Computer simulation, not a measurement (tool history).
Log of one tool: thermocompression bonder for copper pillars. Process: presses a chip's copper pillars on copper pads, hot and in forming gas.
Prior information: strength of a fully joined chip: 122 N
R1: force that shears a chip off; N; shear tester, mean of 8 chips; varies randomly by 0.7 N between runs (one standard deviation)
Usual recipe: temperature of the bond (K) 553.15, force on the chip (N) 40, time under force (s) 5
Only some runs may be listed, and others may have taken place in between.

{"run": 1, "day": 0.0, "temperature of the bond (K)": 553.15, "force on the chip (N)": 40, "time under force (s)": 5, "R1": 42.9}
{"run": 2, "day": 0.367, "temperature of the bond (K)": 527.15, "force on the chip (N)": 40, "time under force (s)": 5, "R1": 28.7}
{"run": 3, "day": 0.788, "temperature of the bond (K)": 553.15, "force on the chip (N)": 40, "time under force (s)": 5, "R1": 43.7}
{"run": 4, "day": 1.217, "temperature of the bond (K)": 553.15, "force on the chip (N)": 30, "time under force (s)": 5, "R1": 31.7}
{"run": 5, "day": 1.462, "temperature of the bond (K)": 553.15, "force on the chip (N)": 30, "time under force (s)": 5, "R1": 31.4}
{"run": 6, "day": 1.783, "temperature of the bond (K)": 553.15, "force on the chip (N)": 48, "time under force (s)": 5, "R1": 50.7}
{"run": 7, "day": 2.121, "temperature of the bond (K)": 553.15, "force on the chip (N)": 48, "time under force (s)": 5, "R1": 50}
{"run": 8, "day": 2.65, "temperature of the bond (K)": 553.15, "force on the chip (N)": 37, "time under force (s)": 5, "R1": 39}
{"run": 9, "day": 3.146, "temperature of the bond (K)": 553.15, "force on the chip (N)": 37, "time under force (s)": 5, "R1": 39.4}
{"run": 10, "day": 3.433, "temperature of the bond (K)": 553.15, "force on the chip (N)": 37, "time under force (s)": 5, "R1": 40}
{"run": 11, "day": 3.683, "temperature of the bond (K)": 553.15, "force on the chip (N)": 37, "time under force (s)": 5, "R1": 38}
{"run": 12, "day": 4.204, "temperature of the bond (K)": 553.15, "force on the chip (N)": 40, "time under force (s)": 5, "R1": 42.5}
{"run": 13, "day": 4.533, "temperature of the bond (K)": 542.15, "force on the chip (N)": 40, "time under force (s)": 5, "R1": 35}
{"run": 14, "day": 5.0, "temperature of the bond (K)": 553.15, "force on the chip (N)": 31, "time under force (s)": 5, "R1": 31.7}
{"run": 15, "day": 5.308, "temperature of the bond (K)": 553.15, "force on the chip (N)": 31, "time under force (s)": 10, "R1": 41.6}
{"run": 16, "day": 5.792, "temperature of the bond (K)": 553.15, "force on the chip (N)": 31, "time under force (s)": 10, "R1": 43}
{"run": 17, "day": 6.042, "temperature of the bond (K)": 553.15, "force on the chip (N)": 31, "time under force (s)": 10, "R1": 42.5}
{"run": 18, "day": 6.296, "temperature of the bond (K)": 553.15, "force on the chip (N)": 31, "time under force (s)": 10, "R1": 42.9}
{"run": 19, "day": 6.771, "temperature of the bond (K)": 553.15, "force on the chip (N)": 31, "time under force (s)": 10, "R1": 43.7}
{"run": 20, "day": 7.154, "temperature of the bond (K)": 553.15, "force on the chip (N)": 40, "time under force (s)": 13, "R1": 58.7}
{"day": 7.254, "done": "forming gas filter changed"}
{"run": 21, "day": 7.612, "temperature of the bond (K)": 553.15, "force on the chip (N)": 40, "time under force (s)": 13, "R1": 63.9}
{"run": 22, "day": 8.062, "temperature of the bond (K)": 543.15, "force on the chip (N)": 31, "time under force (s)": 4, "R1": 26.3}
{"run": 23, "day": 8.388, "temperature of the bond (K)": 543.15, "force on the chip (N)": 31, "time under force (s)": 4, "R1": 26.4}
{"run": 24, "day": 8.917, "temperature of the bond (K)": 548.15, "force on the chip (N)": 43, "time under force (s)": 5, "R1": 45.4}
{"run": 25, "day": 9.442, "temperature of the bond (K)": 548.15, "force on the chip (N)": 43, "time under force (s)": 5, "R1": 44.6}
{"run": 26, "day": 9.829, "temperature of the bond (K)": 548.15, "force on the chip (N)": 43, "time under force (s)": 5, "R1": 44.3}
{"run": 27, "day": 10.096, "temperature of the bond (K)": 548.15, "force on the chip (N)": 43, "time under force (s)": 5, "R1": 45.6}
{"run": 28, "day": 10.396, "temperature of the bond (K)": 553.15, "force on the chip (N)": 43, "time under force (s)": 10, "R1": 62.6}
{"run": 29, "day": 10.688, "temperature of the bond (K)": 553.15, "force on the chip (N)": 43, "time under force (s)": 10, "R1": 61.6}
{"run": 30, "day": 11.179, "temperature of the bond (K)": 576.15, "force on the chip (N)": 44, "time under force (s)": 6, "R1": 67.3}
{"run": 31, "day": 11.4, "temperature of the bond (K)": 576.15, "force on the chip (N)": 44, "time under force (s)": 6, "R1": 68.4}
{"run": 32, "day": 11.742, "temperature of the bond (K)": 556.15, "force on the chip (N)": 30, "time under force (s)": 4, "R1": 30.8}
{"run": 33, "day": 12.271, "temperature of the bond (K)": 577.15, "force on the chip (N)": 30, "time under force (s)": 4, "R1": 41.8}
{"run": 34, "day": 12.492, "temperature of the bond (K)": 583.15, "force on the chip (N)": 40, "time under force (s)": 4, "R1": 58.9}
{"run": 35, "day": 12.95, "temperature of the bond (K)": 583.15, "force on the chip (N)": 40, "time under force (s)": 4, "R1": 59.2}
{"run": 36, "day": 13.462, "temperature of the bond (K)": 578.15, "force on the chip (N)": 58, "time under force (s)": 5, "R1": 81.3}
{"run": 37, "day": 13.9, "temperature of the bond (K)": 580.15, "force on the chip (N)": 40, "time under force (s)": 14, "R1": 83.5}
{"run": 38, "day": 14.225, "temperature of the bond (K)": 548.15, "force on the chip (N)": 43, "time under force (s)": 5, "R1": 43.3}
{"run": 39, "day": 14.508, "temperature of the bond (K)": 548.15, "force on the chip (N)": 43, "time under force (s)": 5, "R1": 43.1}

For some of the steps in R1 from one run to the next: how much would appear even if the tool had no hidden state, given the settings, what came in and random variation, and how much remains for the hidden state plus any gauge scatter that the measured result and the result without hidden state don't share?
The tool's hidden condition here consists of: true temperature of the bond over the reading, C; force that reaches the chip, % of what is set; oxide that the forming gas leaves, % of the face; drift of the gauge itself on shear_n, %.
Run 5 -> 6: force on the chip (N) 30 -> 48. R1 +19.3 N: hidden state -2.3, all else +21.6.
Run 19 -> 20: force on the chip (N) 31 -> 40, time under force (s) 10 -> 13. R1 +15 N: hidden state -2.1, all else +17.1.
Run 20 -> 21: forming gas filter changed. R1 +5.2 N: hidden state +4.8, all else +0.4.
Run 21 -> 22: temperature of the bond (K) 553.15 -> 543.15, force on the chip (N) 40 -> 31, time under force (s) 13 -> 4. R1 -37.6 N: hidden state +1.6, all else -39.2.
Run 31 -> 32: temperature of the bond (K) 576.15 -> 556.15, force on the chip (N) 44 -> 30, time under force (s) 6 -> 4. R1 -37.6 N: hidden state +1.6, all else -39.2.
Run 37 -> 38: temperature of the bond (K) 580.15 -> 548.15, force on the chip (N) 40 -> 43, time under force (s) 14 -> 5. R1 -40.2 N: hidden state +0.8, all else -41.
